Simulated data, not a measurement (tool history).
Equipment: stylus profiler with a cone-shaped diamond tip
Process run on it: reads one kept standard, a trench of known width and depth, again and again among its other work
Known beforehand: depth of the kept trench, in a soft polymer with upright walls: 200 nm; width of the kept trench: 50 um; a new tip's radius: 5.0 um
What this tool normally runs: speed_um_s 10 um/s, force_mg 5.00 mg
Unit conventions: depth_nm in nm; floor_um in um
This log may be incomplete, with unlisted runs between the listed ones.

run,day,speed_um_s,force_mg,depth_nm,floor_um
1,0.000,10,5.00,203.67,47.21
2,0.950,10,3.61,202.74,47.18
3,1.542,4,5.00,203.79,47.18
4,2.142,18,5.00,203.50,47.14
5,2.758,18,2.98,202.49,47.12
6,3.692,18,2.98,202.56,47.09
7,4.475,18,2.98,202.61,47.08
8,4.975,18,2.98,202.58,47.16
9,5.825,18,2.98,202.73,47.15
10,6.662,18,2.98,202.68,47.17
11,7.212,10,5.00,203.40,47.15
12,7.896,10,5.00,203.40,47.17
13,8.854,10,5.00,203.56,47.19
14,9.654,10,5.00,203.47,47.16
15,10.221,10,5.00,203.40,47.19
16,10.650,10,5.00,203.55,47.20
17,11.521,10,5.00,203.57,47.12
18,12.225,10,5.00,203.42,47.15
19,12.962,10,8.34,205.01,47.17
20,13.758,10,8.34,205.03,47.14
21,14.283,29,5.00,203.64,47.05
22,14.671,29,5.00,203.68,47.06
23,15.229,29,5.00,203.49,47.07
24,15.762,2,3.18,202.47,47.16
25,16.446,7,5.00,203.43,47.13
26,17.371,17,8.66,204.99,47.16
27,17.833,5,12.36,206.59,47.20
28,18.696,10,8.46,205.11,47.15
29,19.279,15,10.65,205.82,47.11
30,19.704,13,4.61,203.37,47.18
31,20.258,2,2.64,202.22,47.19
32,20.996,22,12.88,206.84,47.14
33,21.762,22,12.88,206.51,47.15
34,22.175,2,9.95,205.50,47.20
35,22.625,10,3.26,202.72,47.15
36,23.171,10,3.26,202.75,47.14
37,24.033,10,3.26,202.63,47.11
38,24.533,19,14.86,207.45,47.12
39,25.142,19,14.86,207.22,47.13
40,25.975,27,14.86,207.30,47.17
41,26.462,27,14.86,207.35,47.12
42,27.325,2,1.95,201.96,47.15

Alternative continuations, all from the tool just after run 42; predict every row:
A,27.712,6,3.97,?,?
B,27.712,8,1.95,?,?
C,27.712,40,2.06,?,?
D,27.712,4,3.85,?,?
E,27.712,22,1.69,?,?

run,depth_nm,floor_um
A,203.01,47.18
B,201.95,47.15
C,202.07,46.98
D,202.97,47.17
E,201.86,47.12
Had the tool no hidden state, the same runs would have come out as:
run,depth_nm,floor_um
A,203.02,47.20
B,201.96,47.17
C,202.08,46.99
D,202.98,47.19
E,201.87,47.14
